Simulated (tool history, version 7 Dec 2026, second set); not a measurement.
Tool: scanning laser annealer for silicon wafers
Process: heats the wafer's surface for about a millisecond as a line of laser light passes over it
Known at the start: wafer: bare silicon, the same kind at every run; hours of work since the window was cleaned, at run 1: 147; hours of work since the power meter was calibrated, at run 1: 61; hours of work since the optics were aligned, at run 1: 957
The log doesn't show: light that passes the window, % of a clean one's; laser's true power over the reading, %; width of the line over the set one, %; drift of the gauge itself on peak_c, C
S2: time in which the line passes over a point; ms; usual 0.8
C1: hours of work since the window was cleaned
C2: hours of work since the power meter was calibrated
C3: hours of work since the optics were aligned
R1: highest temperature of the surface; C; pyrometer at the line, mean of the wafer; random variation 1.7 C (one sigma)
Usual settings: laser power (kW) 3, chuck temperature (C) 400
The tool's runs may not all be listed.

Run 1, hour 0: usual settings; C1 147; C2 61; C3 957. Result: R1 1158 C.
Run 2, hour 6: usual settings; C1 149; C2 63; C3 959. Result: R1 1149 C.
Run 3, hour 10.8: usual settings; C1 151; C2 65; C3 961. Result: R1 1151 C.
Run 4, hour 15.9: usual settings; C1 153; C2 67; C3 963. Result: R1 1150 C.
Run 5, hour 26.5: usual settings; C1 158; C2 72; C3 968. Result: R1 1153 C.
Run 6, hour 31.1: usual settings but laser power (kW) 2.718; C1 159; C2 73; C3 970. Result: R1 1073 C.
Run 7, hour 36.8: usual settings but laser power (kW) 2.757; C1 162; C2 76; C3 972. Result: R1 1083 C.
Run 8, hour 46.5: usual settings but laser power (kW) 2.757; C1 166; C2 80; C3 976. Result: R1 1083 C.
Run 9, hour 56.6: usual settings but laser power (kW) 2.757, S2 0.829 ms; C1 170; C2 84; C3 980. Result: R1 1098 C.
Run 10, hour 65.5: usual settings but laser power (kW) 2.757, S2 0.829 ms; C1 173; C2 87; C3 983. Result: R1 1093 C.
Run 11, hour 71.7: usual settings but laser power (kW) 2.757, S2 0.965 ms; C1 176; C2 90; C3 986. Result: R1 1165 C.
Run 12, hour 76.9: usual settings but laser power (kW) 2.757, S2 0.965 ms; C1 178; C2 92; C3 988. Result: R1 1163 C.
Run 13, hour 81.6: usual settings but laser power (kW) 2.757, S2 0.965 ms; C1 180; C2 94; C3 990. Result: R1 1164 C.
Run 14, hour 89.1: usual settings; C1 183; C2 97; C3 993. Result: R1 1148 C.
At hour 92.5: laser's power meter calibrated.
Run 15, hour 99.3: usual settings; C1 186; C2 3; C3 996. Result: R1 1147 C.
Run 16, hour 109.9: usual settings; C1 190; C2 7; C3 1000. Result: R1 1146 C.
Run 17, hour 120.5: usual settings; C1 194; C2 11; C3 1004. Result: R1 1147 C.
Run 18, hour 128.7: usual settings but laser power (kW) 2.719, S2 0.598 ms, chuck temperature (C) 435; C1 198; C2 15; C3 1008. Result: R1 997 C.
At hour 138.5: laser's power meter calibrated, once more.
Run 19, hour 139: usual settings but laser power (kW) 2.566, S2 0.598 ms, chuck temperature (C) 375; C1 201; C2 0; C3 1011. Result: R1 911 C.
Run 20, hour 146.5: usual settings but laser power (kW) 2.566, S2 0.907 ms, chuck temperature (C) 403; C1 204; C2 3; C3 1014. Result: R1 1086 C.
Run 21, hour 153.2: usual settings but laser power (kW) 2.566, S2 0.907 ms, chuck temperature (C) 403; C1 206; C2 6; C3 1016. Result: R1 1082 C.
Run 22, hour 162.3: usual settings but laser power (kW) 3.038, S2 0.603 ms, chuck temperature (C) 391; C1 210; C2 10; C3 1020. Result: R1 1038 C.
Run 23, hour 168.8: usual settings but laser power (kW) 3.038, S2 0.603 ms, chuck temperature (C) 391; C1 213; C2 12; C3 1023. Result: R1 1034 C.
Run 24, hour 179.2: usual settings but laser power (kW) 2.594, S2 0.789 ms; C1 217; C2 16; C3 1027. Result: R1 1035 C.
Run 25, hour 184.7: usual settings but laser power (kW) 2.594, S2 0.789 ms; C1 219; C2 19; C3 1029. Result: R1 1034 C.
Run 26, hour 191.2: usual settings but chuck temperature (C) 409; C1 222; C2 21; C3 1032. Result: R1 1158 C.
Run 27, hour 199.7: usual settings but chuck temperature (C) 409; C1 225; C2 25; C3 1035. Result: R1 1156 C.
Run 28, hour 204.3: usual settings but laser power (kW) 2.989, S2 0.684 ms, chuck temperature (C) 405; C1 227; C2 27; C3 1037. Result: R1 1086 C.
Run 29, hour 213.6: usual settings but laser power (kW) 2.807, S2 0.62 ms, chuck temperature (C) 405; C1 231; C2 30; C3 1041. Result: R1 1000 C.
Run 30, hour 218.5: usual settings but laser power (kW) 2.807, S2 0.62 ms, chuck temperature (C) 405; C1 233; C2 32; C3 1043. Result: R1 1004 C.
Run 31, hour 227.5: usual settings but laser power (kW) 3.177, chuck temperature (C) 420; C1 236; C2 36; C3 1046. Result: R1 1216 C.
Run 32, hour 236.5: usual settings but laser power (kW) 2.593, chuck temperature (C) 420; C1 240; C2 40; C3 1050. Result: R1 1058 C.

Measured less the same run without the tool's hidden state. The same run-to-run variation is in both; the gauge's scatter may not be:
run   R1
  1  -19
  2  -19
  3  -19
  4  -19
  5  -19
  6  -18
  7  -18
  8  -18
  9  -19
 10  -19
 11  -21
 12  -21
 13  -21
 14  -21
 15  -23
 16  -22
 17  -22
 18  -17
 19  -14
 20  -18
 21  -18
 22  -17
 23  -17
 24  -17
 25  -18
 26  -21
 27  -21
 28  -19
 29  -17
 30  -17
 31  -23
 32  -18

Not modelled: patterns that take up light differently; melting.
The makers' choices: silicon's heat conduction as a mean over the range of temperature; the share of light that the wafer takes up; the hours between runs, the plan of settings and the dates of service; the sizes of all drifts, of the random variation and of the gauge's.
